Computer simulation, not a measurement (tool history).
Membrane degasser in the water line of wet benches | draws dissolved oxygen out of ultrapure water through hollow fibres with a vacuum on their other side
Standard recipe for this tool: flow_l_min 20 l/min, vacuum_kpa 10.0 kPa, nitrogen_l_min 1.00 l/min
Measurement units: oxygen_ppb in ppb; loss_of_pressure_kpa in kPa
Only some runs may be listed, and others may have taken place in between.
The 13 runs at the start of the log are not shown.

Run 14, day 143.471: usual settings but nitrogen_l_min 2.93 l/min. Result: oxygen_ppb 111.7 ppb, loss_of_pressure_kpa 42.46 kPa.
Run 15, day 154.338: usual settings but nitrogen_l_min 2.93 l/min. Result: oxygen_ppb 112.8 ppb, loss_of_pressure_kpa 42.40 kPa.
Run 16, day 164.871: usual settings but nitrogen_l_min 2.93 l/min. Result: oxygen_ppb 112.6 ppb, loss_of_pressure_kpa 42.33 kPa.
Run 17, day 176.704: usual settings but vacuum_kpa 11.2 kPa. Result: oxygen_ppb 346.2 ppb, loss_of_pressure_kpa 42.24 kPa.
Run 18, day 184.121: usual settings but vacuum_kpa 8.8 kPa. Result: oxygen_ppb 244.5 ppb, loss_of_pressure_kpa 42.29 kPa.
Run 19, day 193.562: usual settings but flow_l_min 32 l/min, vacuum_kpa 9.3 kPa, nitrogen_l_min 2.72 l/min. Result: oxygen_ppb 174.1 ppb, loss_of_pressure_kpa 68.36 kPa.
Run 20, day 203.771: usual settings but flow_l_min 15 l/min, vacuum_kpa 20.5 kPa, nitrogen_l_min 1.77 l/min. Result: oxygen_ppb 338.4 ppb, loss_of_pressure_kpa 31.74 kPa.
Run 21, day 214.021: usual settings but flow_l_min 16 l/min, vacuum_kpa 12.5 kPa, nitrogen_l_min 0.60 l/min. Result: oxygen_ppb 504.3 ppb, loss_of_pressure_kpa 34.41 kPa.
Run 22, day 220.525: usual settings but flow_l_min 17 l/min, vacuum_kpa 9.5 kPa, nitrogen_l_min 1.69 l/min. Result: oxygen_ppb 147.6 ppb, loss_of_pressure_kpa 36.03 kPa.
Run 23, day 232.596: usual settings but flow_l_min 14 l/min, vacuum_kpa 13.4 kPa, nitrogen_l_min 0.53 l/min. Result: oxygen_ppb 545.7 ppb, loss_of_pressure_kpa 29.74 kPa.
Run 24, day 241.988: usual settings but vacuum_kpa 17.9 kPa, nitrogen_l_min 2.62 l/min. Result: oxygen_ppb 262.4 ppb, loss_of_pressure_kpa 42.31 kPa.
Run 25, day 255.408: usual settings but vacuum_kpa 17.9 kPa, nitrogen_l_min 2.62 l/min. Result: oxygen_ppb 261.3 ppb, loss_of_pressure_kpa 42.42 kPa.
At day 268.529: seals of the vacuum lines changed.
Run 26, day 268.529: usual settings but flow_l_min 13 l/min. Result: oxygen_ppb 204.7 ppb, loss_of_pressure_kpa 27.59 kPa.
Run 27, day 278.258: usual settings but flow_l_min 13 l/min, vacuum_kpa 16.1 kPa, nitrogen_l_min 0.41 l/min. Result: oxygen_ppb 783.3 ppb, loss_of_pressure_kpa 27.64 kPa.
Run 28, day 284.438: usual settings but flow_l_min 13 l/min, vacuum_kpa 16.1 kPa, nitrogen_l_min 0.41 l/min. Result: oxygen_ppb 792.9 ppb, loss_of_pressure_kpa 27.25 kPa.
Run 29, day 293.354: usual settings but flow_l_min 13 l/min, vacuum_kpa 16.1 kPa, nitrogen_l_min 0.41 l/min. Result: oxygen_ppb 783.0 ppb, loss_of_pressure_kpa 27.77 kPa.
Run 30, day 299.908: usual settings but flow_l_min 13 l/min, vacuum_kpa 16.1 kPa, nitrogen_l_min 0.41 l/min. Result: oxygen_ppb 789.1 ppb, loss_of_pressure_kpa 27.51 kPa.
Run 31, day 314.125: usual settings but flow_l_min 19 l/min, vacuum_kpa 12.3 kPa, nitrogen_l_min 0.41 l/min. Result: oxygen_ppb 763.5 ppb, loss_of_pressure_kpa 40.19 kPa.
Run 32, day 327.692: usual settings but flow_l_min 19 l/min, vacuum_kpa 12.3 kPa, nitrogen_l_min 0.41 l/min. Result: oxygen_ppb 759.6 ppb, loss_of_pressure_kpa 40.37 kPa.

Here are 4 independent what-if runs from the current tool condition. What would each one return?
Run A, day 340.117: usual settings but flow_l_min 31 l/min, vacuum_kpa 22.9 kPa, nitrogen_l_min 0.41 l/min. Result: oxygen_ppb ?, loss_of_pressure_kpa ?.
Run B, day 340.117: usual settings but flow_l_min 22 l/min. Result: oxygen_ppb ?, loss_of_pressure_kpa ?.
Run C, day 340.117: usual settings but flow_l_min 27 l/min, vacuum_kpa 9.7 kPa, nitrogen_l_min 1.77 l/min. Result: oxygen_ppb ?, loss_of_pressure_kpa ?.
Run D, day 340.117: usual settings but flow_l_min 13 l/min, vacuum_kpa 10.1 kPa, nitrogen_l_min 1.28 l/min. Result: oxygen_ppb ?, loss_of_pressure_kpa ?.

run  oxygen_ppb  loss_of_pressure_kpa
  A      2062.4                 65.63
  B       322.9                 46.41
  C       226.1                 57.12
  D       161.7                 27.55
Without the tool's hidden state the same runs would have given:
run  oxygen_ppb  loss_of_pressure_kpa
  A      2062.2                 65.50
  B       322.6                 46.32
  C       225.8                 57.01
  D       161.6                 27.50

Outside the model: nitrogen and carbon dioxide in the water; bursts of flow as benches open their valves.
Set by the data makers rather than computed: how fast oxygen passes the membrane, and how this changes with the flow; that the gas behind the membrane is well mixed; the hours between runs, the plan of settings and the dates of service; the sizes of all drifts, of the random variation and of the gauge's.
